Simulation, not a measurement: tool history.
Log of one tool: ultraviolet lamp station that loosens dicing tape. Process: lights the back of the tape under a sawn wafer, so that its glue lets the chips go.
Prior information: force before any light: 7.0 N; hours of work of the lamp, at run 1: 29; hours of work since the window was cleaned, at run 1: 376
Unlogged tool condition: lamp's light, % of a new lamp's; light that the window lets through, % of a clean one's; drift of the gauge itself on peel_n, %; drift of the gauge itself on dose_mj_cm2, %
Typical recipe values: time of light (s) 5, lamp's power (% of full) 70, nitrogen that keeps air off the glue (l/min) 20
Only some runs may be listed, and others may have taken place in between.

run,hour,time of light (s),lamp's power (% of full),nitrogen that keeps air off the glue (l/min),hours of work of the lamp,hours of work since the window was cleaned,force that peels the tape off (N),light that reached the tape (mJ/cm2)
1,0,5,70,20,29,376,0.911,169
2,12.2,5,86,20,34,381,0.637,205
3,29,5,86,20,41,388,0.596,202
4,37.1,5,86,20,44,391,0.626,208
5,48.7,5,86,20,49,396,0.636,204
6,64.8,5,86,20,55,403,0.613,205
7,78.1,5,70,11,61,408,1.301,164
8,89.2,5,70,11,65,413,1.26,162
9,102.7,5,70,11,71,418,1.325,165
10,115.9,5,70,11,76,423,1.3,167
11,123.2,5,76,20,79,426,0.802,179
12,132.9,5,76,20,83,430,0.812,180
13,142.8,5,76,20,87,434,0.815,179
14,151.4,5,76,20,91,438,0.82,178
15,163.1,5,76,20,95,443,0.827,178
16,173.7,5,70,20,100,447,0.958,162
17,182.9,5,70,20,104,451,0.955,160
18,192.8,5,70,20,108,455,0.958,163
19,205.9,5,70,20,113,460,0.932,162
20,221.3,6,92,20,119,466,0.38,255
21,236.8,5,60,20,125,473,1.264,143
22,245.4,5,60,20,129,476,1.271,143
23,253.9,5,60,20,132,480,1.291,136
24,266.8,5,60,20,138,485,1.276,140
25,277.7,2,70,26,142,489,3.008,63
26,292.9,3,74,13,148,496,2.363,100
27,305.5,5,74,35,154,501,0.671,169
28,314.6,5,74,35,157,504,0.692,169
29,322.7,9,82,24,161,508,0.186,337
30,332.6,3,93,24,165,512,1.321,130
31,343.8,3,93,24,169,516,1.331,128
32,352,3,86,10,172,520,2.18,116
33,360.7,5,99,20,176,523,0.495,226

For some of the steps in force that peels the tape off (N) from one run to the next: how much would appear even if the tool had no hidden state, given the settings, what came in and random variation, and how much remains for the hidden state plus any gauge scatter that the measured result and the result without hidden state don't share?
Run 24 -> 25: time of light (s) 5 -> 2, lamp's power (% of full) 60 -> 70, nitrogen that keeps air off the glue (l/min) 20 -> 26. force that peels the tape off (N) +1.732: hidden state +0.051, all else +1.681.
Run 26 -> 27: time of light (s) 3 -> 5, nitrogen that keeps air off the glue (l/min) 13 -> 35. force that peels the tape off (N) -1.692: hidden state -0.105, all else -1.587.
Run 29 -> 30: time of light (s) 9 -> 3, lamp's power (% of full) 82 -> 93. force that peels the tape off (N) +1.135: hidden state +0.158, all else +0.977.
Run 32 -> 33: time of light (s) 3 -> 5, lamp's power (% of full) 86 -> 99, nitrogen that keeps air off the glue (l/min) 10 -> 20. force that peels the tape off (N) -1.685: hidden state -0.137, all else -1.548.
